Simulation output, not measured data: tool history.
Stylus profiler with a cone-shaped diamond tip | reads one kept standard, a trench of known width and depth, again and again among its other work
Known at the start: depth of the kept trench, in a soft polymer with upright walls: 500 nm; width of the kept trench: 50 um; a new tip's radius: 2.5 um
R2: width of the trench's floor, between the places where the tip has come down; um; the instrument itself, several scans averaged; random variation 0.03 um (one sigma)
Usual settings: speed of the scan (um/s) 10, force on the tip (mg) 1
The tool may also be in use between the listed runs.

run 1 hour=0 | speed_of_the_scan_(um/s)=10 force_on_the_tip_(mg)=1 | depth_of_the_trench_(Å)=5043.4 R2=46.9
run 2 hour=16.6 | speed_of_the_scan_(um/s)=10 force_on_the_tip_(mg)=1 | depth_of_the_trench_(Å)=5048.3 R2=46.93
run 3 hour=47.4 | speed_of_the_scan_(um/s)=10 force_on_the_tip_(mg)=1 | depth_of_the_trench_(Å)=5047.1 R2=46.89
run 4 hour=81.8 | speed_of_the_scan_(um/s)=10 force_on_the_tip_(mg)=1 | depth_of_the_trench_(Å)=5046.4 R2=46.91
run 5 hour=106.7 | speed_of_the_scan_(um/s)=10 force_on_the_tip_(mg)=1 | depth_of_the_trench_(Å)=5048.8 R2=46.92
run 6 hour=138.6 | speed_of_the_scan_(um/s)=2 force_on_the_tip_(mg)=1 | depth_of_the_trench_(Å)=5048.5 R2=46.92
run 7 hour=160.3 | speed_of_the_scan_(um/s)=2 force_on_the_tip_(mg)=1 | depth_of_the_trench_(Å)=5048.1 R2=46.94
run 8 hour=181.9 | speed_of_the_scan_(um/s)=10 force_on_the_tip_(mg)=1 | depth_of_the_trench_(Å)=5045.9 R2=46.9
run 9 hour=196.8 | speed_of_the_scan_(um/s)=10 force_on_the_tip_(mg)=1 | depth_of_the_trench_(Å)=5045.6 R2=46.91
run 10 hour=224.2 | speed_of_the_scan_(um/s)=10 force_on_the_tip_(mg)=1.29 | depth_of_the_trench_(Å)=5055.3 R2=46.95
run 11 hour=247.9 | speed_of_the_scan_(um/s)=10 force_on_the_tip_(mg)=1.29 | depth_of_the_trench_(Å)=5055.1 R2=46.85
run 12 hour=262.6 | speed_of_the_scan_(um/s)=8 force_on_the_tip_(mg)=1 | depth_of_the_trench_(Å)=5048.3 R2=46.87
run 13 hour=282.4 | speed_of_the_scan_(um/s)=8 force_on_the_tip_(mg)=1 | depth_of_the_trench_(Å)=5047.3 R2=46.89
run 14 hour=304.8 | speed_of_the_scan_(um/s)=10 force_on_the_tip_(mg)=1 | depth_of_the_trench_(Å)=5047.9 R2=46.86
run 15 hour=330.4 | speed_of_the_scan_(um/s)=10 force_on_the_tip_(mg)=1 | depth_of_the_trench_(Å)=5046.8 R2=46.88
run 16 hour=355.3 | speed_of_the_scan_(um/s)=10 force_on_the_tip_(mg)=1 | depth_of_the_trench_(Å)=5045.7 R2=46.93
run 17 hour=377.8 | speed_of_the_scan_(um/s)=10 force_on_the_tip_(mg)=2.26 | depth_of_the_trench_(Å)=5081.1 R2=46.96
run 18 hour=405 | speed_of_the_scan_(um/s)=10 force_on_the_tip_(mg)=2.26 | depth_of_the_trench_(Å)=5084 R2=46.91
run 19 hour=436.6 | speed_of_the_scan_(um/s)=10 force_on_the_tip_(mg)=2.26 | depth_of_the_trench_(Å)=5079.7 R2=46.88
run 20 hour=471.5 | speed_of_the_scan_(um/s)=4 force_on_the_tip_(mg)=2.26 | depth_of_the_trench_(Å)=5080.8 R2=46.97
run 21 hour=504.8 | speed_of_the_scan_(um/s)=24 force_on_the_tip_(mg)=1.91 | depth_of_the_trench_(Å)=5075.1 R2=46.83
run 22 hour=536.2 | speed_of_the_scan_(um/s)=12 force_on_the_tip_(mg)=0.97 | depth_of_the_trench_(Å)=5047.6 R2=46.83
run 23 hour=567.5 | speed_of_the_scan_(um/s)=12 force_on_the_tip_(mg)=0.97 | depth_of_the_trench_(Å)=5043.6 R2=46.91
run 24 hour=600.2 | speed_of_the_scan_(um/s)=12 force_on_the_tip_(mg)=0.97 | depth_of_the_trench_(Å)=5045.4 R2=46.89
run 25 hour=618.5 | speed_of_the_scan_(um/s)=39 force_on_the_tip_(mg)=1 | depth_of_the_trench_(Å)=5046.7 R2=46.65
-- hour=635.4 height scale calibrated on a step standard
run 26 hour=652.3 | speed_of_the_scan_(um/s)=9 force_on_the_tip_(mg)=2.76 | depth_of_the_trench_(Å)=5095.3 R2=46.98
run 27 hour=680.1 | speed_of_the_scan_(um/s)=2 force_on_the_tip_(mg)=0.73 | depth_of_the_trench_(Å)=5040.2 R2=46.95
run 28 hour=698.1 | speed_of_the_scan_(um/s)=2 force_on_the_tip_(mg)=0.73 | depth_of_the_trench_(Å)=5039.6 R2=46.95
run 29 hour=728.2 | speed_of_the_scan_(um/s)=2 force_on_the_tip_(mg)=0.73 | depth_of_the_trench_(Å)=5036 R2=46.95
run 30 hour=748.4 | speed_of_the_scan_(um/s)=14 force_on_the_tip_(mg)=2.38 | depth_of_the_trench_(Å)=5084 R2=46.91
run 31 hour=771.7 | speed_of_the_scan_(um/s)=21 force_on_the_tip_(mg)=2.38 | depth_of_the_trench_(Å)=5085.1 R2=46.88
run 32 hour=798.2 | speed_of_the_scan_(um/s)=3 force_on_the_tip_(mg)=2.8 | depth_of_the_trench_(Å)=5096.3 R2=46.95
run 33 hour=815.4 | speed_of_the_scan_(um/s)=7 force_on_the_tip_(mg)=2.81 | depth_of_the_trench_(Å)=5095.7 R2=46.91
run 34 hour=850.6 | speed_of_the_scan_(um/s)=29 force_on_the_tip_(mg)=2.81 | depth_of_the_trench_(Å)=5097.1 R2=46.82
run 35 hour=877.4 | speed_of_the_scan_(um/s)=29 force_on_the_tip_(mg)=2.81 | depth_of_the_trench_(Å)=5093.3 R2=46.84
run 36 hour=904 | speed_of_the_scan_(um/s)=6 force_on_the_tip_(mg)=0.65 | depth_of_the_trench_(Å)=5031.7 R2=46.86
run 37 hour=918.6 | speed_of_the_scan_(um/s)=6 force_on_the_tip_(mg)=0.65 | depth_of_the_trench_(Å)=5041.1 R2=46.9

Forecast each of these 5 alternatives for the next run:
run A hour=941.3 | speed_of_the_scan_(um/s)=8 force_on_the_tip_(mg)=0.76 | depth_of_the_trench_(Å)=? R2=?
run B hour=941.3 | speed_of_the_scan_(um/s)=8 force_on_the_tip_(mg)=0.95 | depth_of_the_trench_(Å)=? R2=?
run C hour=941.3 | speed_of_the_scan_(um/s)=5 force_on_the_tip_(mg)=2.12 | depth_of_the_trench_(Å)=? R2=?
run D hour=941.3 | speed_of_the_scan_(um/s)=10 force_on_the_tip_(mg)=0.74 | depth_of_the_trench_(Å)=? R2=?
run E hour=941.3 | speed_of_the_scan_(um/s)=28 force_on_the_tip_(mg)=1.06 | depth_of_the_trench_(Å)=? R2=?

run=A depth_of_the_trench_(Å)=5039.1 R2=46.92
run=B depth_of_the_trench_(Å)=5046.1 R2=46.91
run=C depth_of_the_trench_(Å)=5078.8 R2=46.97
run=D depth_of_the_trench_(Å)=5042.2 R2=46.91
run=E depth_of_the_trench_(Å)=5051.3 R2=46.74
Without the tool's hidden state the same runs would have given:
run=A depth_of_the_trench_(Å)=5039.2 R2=46.94
run=B depth_of_the_trench_(Å)=5046.2 R2=46.93
run=C depth_of_the_trench_(Å)=5078.9 R2=46.99
run=D depth_of_the_trench_(Å)=5042.3 R2=46.93
run=E depth_of_the_trench_(Å)=5051.4 R2=46.76
